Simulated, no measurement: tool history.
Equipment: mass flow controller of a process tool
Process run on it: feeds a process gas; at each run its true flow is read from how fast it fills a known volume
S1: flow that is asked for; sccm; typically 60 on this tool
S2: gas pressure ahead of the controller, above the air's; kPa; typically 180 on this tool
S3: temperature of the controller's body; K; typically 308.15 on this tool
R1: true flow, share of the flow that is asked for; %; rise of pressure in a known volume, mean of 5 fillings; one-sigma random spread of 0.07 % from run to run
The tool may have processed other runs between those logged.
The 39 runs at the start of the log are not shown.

run      day  S1   S2      S3      R1
 40  452.654  12  164  308.15   97.06
 41  460.633  12  164  308.15   97.12
 42  471.875  60  180  294.15   99.98
 43  480.225  60  219  294.15  100.28
 44  496.075  60  219  294.15  100.51
 45  506.842  60  219  294.15  100.48
 46  515.892  60  219  294.15  100.55
 47  528.921  60  219  294.15  100.66

Predict each of these 5 candidate next runs independently; none follows another, all start after run 47:
  A  539.600  21  176  298.15   ?
  B  539.600  14  180  308.15   ?
  C  539.600  60  180  301.15   ?
  D  539.600  47  171  304.15   ?
  E  539.600  33  161  294.15   ?

run      R1
  A   99.20
  B   98.11
  C  100.08
  D   99.39
  E   99.77
Without the tool's unlogged condition, the same runs would have read:
run     R1
  A  97.68
  B  96.61
  C  98.54
  D  97.86
  E  98.24

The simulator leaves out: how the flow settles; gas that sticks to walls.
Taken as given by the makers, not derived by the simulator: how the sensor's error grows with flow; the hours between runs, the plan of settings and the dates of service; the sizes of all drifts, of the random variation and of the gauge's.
